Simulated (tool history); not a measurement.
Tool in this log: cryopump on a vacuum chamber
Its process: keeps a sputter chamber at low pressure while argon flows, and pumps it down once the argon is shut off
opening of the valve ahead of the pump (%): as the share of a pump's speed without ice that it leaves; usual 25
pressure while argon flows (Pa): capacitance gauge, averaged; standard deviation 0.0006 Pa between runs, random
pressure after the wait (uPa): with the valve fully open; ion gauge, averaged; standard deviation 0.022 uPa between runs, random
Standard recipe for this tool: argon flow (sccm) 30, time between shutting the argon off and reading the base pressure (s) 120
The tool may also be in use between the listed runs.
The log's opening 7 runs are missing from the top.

| run | hour | argon flow (sccm) | time between shutting the argon off and reading the base pressure (s) | opening of the valve ahead of the pump (%) | pressure while argon flows (Pa) | pressure after the wait (uPa) |
|---|---|---|---|---|---|---|
| 8 | 581.8 | 30 | 120 | 25 | 0.0879 | 0.73 |
| 9 | 692.6 | 30 | 120 | 25 | 0.0882 | 0.77 |
| 10 | 797.8 | 30 | 120 | 25 | 0.0889 | 0.8 |
| 11 | 872.8 | 30 | 120 | 25 | 0.0901 | 0.85 |
| 12 | 987.8 | 30 | 120 | 25 | 0.0907 | 0.89 |
| 13 | 1108.7 | 30 | 37 | 25 | 0.092 | 1.89 |
| 14 | 1171.8 | 30 | 37 | 25 | 0.0932 | 1.86 |
| 15 | 1295.2 | 30 | 37 | 25 | 0.0953 | 1.99 |
| 16 | 1360.7 | 30 | 37 | 25 | 0.0946 | 2.01 |
|  | 1440 | pump warmed up, emptied and cooled again |
| 17 | 1472.5 | 30 | 120 | 25 | 0.0858 | 0.82 |
| 18 | 1592.9 | 30 | 120 | 25 | 0.0858 | 0.88 |
| 19 | 1648.6 | 54 | 120 | 38 | 0.1014 | 0.93 |
| 20 | 1723.5 | 34 | 28 | 25 | 0.0971 | 2.36 |
|  | 1779.9 | leaking fittings of the chamber tightened, without venting |
| 21 | 1838.5 | 34 | 85 | 25 | 0.0985 | 0.8 |
| 22 | 1913.9 | 25 | 65 | 25 | 0.0716 | 0.94 |
| 23 | 1991.7 | 25 | 65 | 25 | 0.0731 | 1.02 |
| 24 | 2114.2 | 55 | 65 | 20 | 0.2011 | 1.08 |
| 25 | 2168.6 | 55 | 58 | 20 | 0.2009 | 1.15 |
| 26 | 2268.5 | 55 | 24 | 30 | 0.1389 | 2.44 |
| 27 | 2355.9 | 55 | 254 | 26 | 0.1616 | 0.49 |
| 28 | 2469.2 | 55 | 97 | 26 | 0.1614 | 0.9 |
| 29 | 2593.7 | 29 | 120 | 41 | 0.0574 | 0.85 |
| 30 | 2719.5 | 29 | 120 | 41 | 0.0598 | 0.86 |
| 31 | 2821.8 | 29 | 120 | 41 | 0.0608 | 0.92 |
|  | 2882.2 | pump warmed up, emptied and cooled again |
| 32 | 2902 | 29 | 120 | 46 | 0.0457 | 0.75 |

What will run 33 give?
| 33 | 2966.7 | 29 | 120 | 46 | ? | ? |

Run 33 yielded pressure while argon flows (Pa) 0.0461, pressure after the wait (uPa) 0.82.
The same run, on a tool lacking any hidden state, would have yielded pressure while argon flows (Pa) 0.0447, pressure after the wait (uPa) 0.58.

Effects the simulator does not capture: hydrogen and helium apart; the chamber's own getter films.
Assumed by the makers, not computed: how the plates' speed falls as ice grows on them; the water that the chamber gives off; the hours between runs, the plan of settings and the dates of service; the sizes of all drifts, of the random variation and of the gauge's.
